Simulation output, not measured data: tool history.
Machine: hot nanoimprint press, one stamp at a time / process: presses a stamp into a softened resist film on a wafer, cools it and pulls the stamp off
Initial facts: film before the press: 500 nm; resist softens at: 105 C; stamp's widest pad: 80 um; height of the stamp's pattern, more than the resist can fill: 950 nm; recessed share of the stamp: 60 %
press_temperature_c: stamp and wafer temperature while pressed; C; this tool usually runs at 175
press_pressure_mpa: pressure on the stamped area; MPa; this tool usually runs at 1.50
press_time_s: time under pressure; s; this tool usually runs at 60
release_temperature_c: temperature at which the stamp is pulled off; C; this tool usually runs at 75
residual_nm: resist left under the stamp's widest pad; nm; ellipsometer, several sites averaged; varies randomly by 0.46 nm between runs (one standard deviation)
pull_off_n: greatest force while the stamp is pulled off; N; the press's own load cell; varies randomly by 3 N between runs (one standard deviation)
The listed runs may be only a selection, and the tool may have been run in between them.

run,day,press_temperature_c,press_pressure_mpa,press_time_s,release_temperature_c,residual_nm,pull_off_n
1,0.000,175,1.50,60,75,259.5,145
# day 1.962: press's hydraulic seals changed and the load cell set to zero
2,2.829,175,1.50,60,73,258.4,153
3,4.229,175,1.50,60,73,258.5,150
4,6.333,175,1.50,38,75,300.5,144
5,8.054,175,1.50,60,75,258.0,149
6,10.708,175,1.50,60,75,258.2,139
7,12.429,175,1.50,60,75,258.0,141
8,14.892,175,1.50,60,75,257.7,142
9,16.904,175,1.50,60,75,257.9,146
# day 18.329: stamp cleaned and given a new release coat
10,18.725,175,1.50,60,68,256.6,158
11,20.150,184,1.50,60,75,179.5,142
12,21.967,175,1.50,60,75,257.1,142
13,23.650,175,1.30,60,75,270.6,141
14,24.867,175,1.30,60,75,272.7,143
15,26.454,175,1.30,60,75,271.8,139
16,28.429,175,0.96,60,70,304.0,158
17,30.529,180,1.74,60,75,196.3,143
18,32.550,178,1.50,60,77,227.8,133
19,34.596,181,2.18,48,71,184.7,152
20,37.058,181,2.18,45,71,189.5,157
21,39.396,181,2.29,39,71,196.0,157
22,40.942,173,1.82,53,65,266.6,170
23,42.067,173,1.82,53,65,267.4,169
# day 43.179: plate thermocouple calibrated
24,43.779,173,1.82,53,65,266.4,173
25,46.071,175,1.27,60,70,273.3,160
26,47.458,175,1.02,40,75,332.9,141
27,48.942,175,1.34,46,75,291.6,139
28,50.121,167,1.10,47,73,387.6,155
29,52.838,167,1.10,47,73,387.5,147

Predict each of these 4 candidate next runs independently; none follows another, all start after run 29:
# day 53.858: press's hydraulic seals changed and the load cell set to zero
A,55.704,168,1.77,47,73,?,?
# day 53.858: press's hydraulic seals changed and the load cell set to zero
B,55.704,167,1.03,47,73,?,?
# day 53.858: press's hydraulic seals changed and the load cell set to zero
C,55.704,167,1.10,47,67,?,?
# day 53.858: press's hydraulic seals changed and the load cell set to zero
D,55.704,175,1.50,32,75,?,?

run,residual_nm,pull_off_n
A,332.5,150
B,392.1,149
C,385.8,161
D,311.5,144
Stripped of hidden state, with their random variation kept, the same runs would have yielded:
run,residual_nm,pull_off_n
A,337.8,148
B,398.4,148
C,391.9,160
D,316.5,143
